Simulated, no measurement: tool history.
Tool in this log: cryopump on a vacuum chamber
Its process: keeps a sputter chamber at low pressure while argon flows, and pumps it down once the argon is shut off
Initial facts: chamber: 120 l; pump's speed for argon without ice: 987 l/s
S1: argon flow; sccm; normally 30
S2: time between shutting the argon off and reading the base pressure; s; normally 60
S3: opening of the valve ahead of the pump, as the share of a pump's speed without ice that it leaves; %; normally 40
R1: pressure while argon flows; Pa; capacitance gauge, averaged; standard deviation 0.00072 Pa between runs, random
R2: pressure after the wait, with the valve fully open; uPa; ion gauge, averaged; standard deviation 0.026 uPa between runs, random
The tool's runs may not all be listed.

run    hour  S1   S2  S3      R1    R2
  1     0.0  30   60  40  0.1382  1.23
  2   104.7  30   60  40  0.1393  1.31
      178.6  -- pump warmed up, emptied and cooled again
  3   184.8  30   60  40  0.1301  1.27
  4   256.3  30   22  40  0.1290  2.68
  5   320.0  30   22  32  0.1640  2.64
  6   401.8  30  110  40  0.1309  1.06
  7   504.9  30  110  40  0.1327  1.06
  8   613.1  30  110  40  0.1332  1.14
  9   679.8  30  110  40  0.1343  1.11
 10   748.9  30   60  40  0.1364  1.53
 11   842.2  30   60  40  0.1359  1.61
 12   895.0  30   60  40  0.1359  1.58
 13   971.6  30   60  19  0.2782  1.69
 14  1057.0  30   60  19  0.2797  1.68
 15  1145.4  30   60  19  0.2820  1.76
 16  1200.0  30   60  19  0.2839  1.81
     1218.6  -- pump warmed up, emptied and cooled again
 17  1266.5  33   57  31  0.1845  1.73
 18  1317.7  30  271  40  0.1309  1.13
 19  1366.6  30  271  40  0.1305  1.10
 20  1424.4  22  156  21  0.1826  1.24
 21  1473.7  22  156  21  0.1819  1.28
 22  1542.5  22  156  21  0.1816  1.33
 23  1627.0  12   24  17  0.1226  3.10
 24  1672.8  13  299  39  0.0583  1.23
 25  1757.5  33  185  31  0.1881  1.39
 26  1853.4  15  148  30  0.0902  1.55
 27  1957.6  15  148  30  0.0897  1.63
 28  2042.0  25   79  20  0.2236  1.92
 29  2094.8  16   71  31  0.0939  2.02
 30  2173.3  16   71  31  0.0935  2.14
     2259.3  -- pump warmed up, emptied and cooled again
 31  2275.4  30   22  15  0.3448  3.44
 32  2345.8  14   60  34  0.0716  2.09

What would each run have given without the hidden state, its run-to-run variation left as it was?
Hidden conditions of the tool in this case: pump's speed, % of a pump's without ice; cold plate's temperature, K; leak into the chamber, uPa l/s; drift of the gauge itself on working_pa, %; drift of the gauge itself on base_upa, %.
run      R1    R2
  1  0.1281  1.06
  2  0.1279  1.09
  3  0.1287  1.10
  4  0.1270  2.49
  5  0.1614  2.42
  6  0.1276  0.79
  7  0.1284  0.73
  8  0.1278  0.75
  9  0.1283  0.71
 10  0.1297  1.09
 11  0.1283  1.11
 12  0.1277  1.05
 13  0.2691  1.11
 14  0.2696  1.07
 15  0.2707  1.09
 16  0.2719  1.10
 17  0.1824  1.14
 18  0.1285  0.52
 19  0.1277  0.46
 20  0.1801  0.57
 21  0.1791  0.59
 22  0.1784  0.59
 23  0.1205  2.30
 24  0.0558  0.44
 25  0.1810  0.54
 26  0.0864  0.62
 27  0.0853  0.62
 28  0.2155  0.88
 29  0.0885  0.94
 30  0.0875  1.00
 31  0.3431  2.48
 32  0.0705  1.10

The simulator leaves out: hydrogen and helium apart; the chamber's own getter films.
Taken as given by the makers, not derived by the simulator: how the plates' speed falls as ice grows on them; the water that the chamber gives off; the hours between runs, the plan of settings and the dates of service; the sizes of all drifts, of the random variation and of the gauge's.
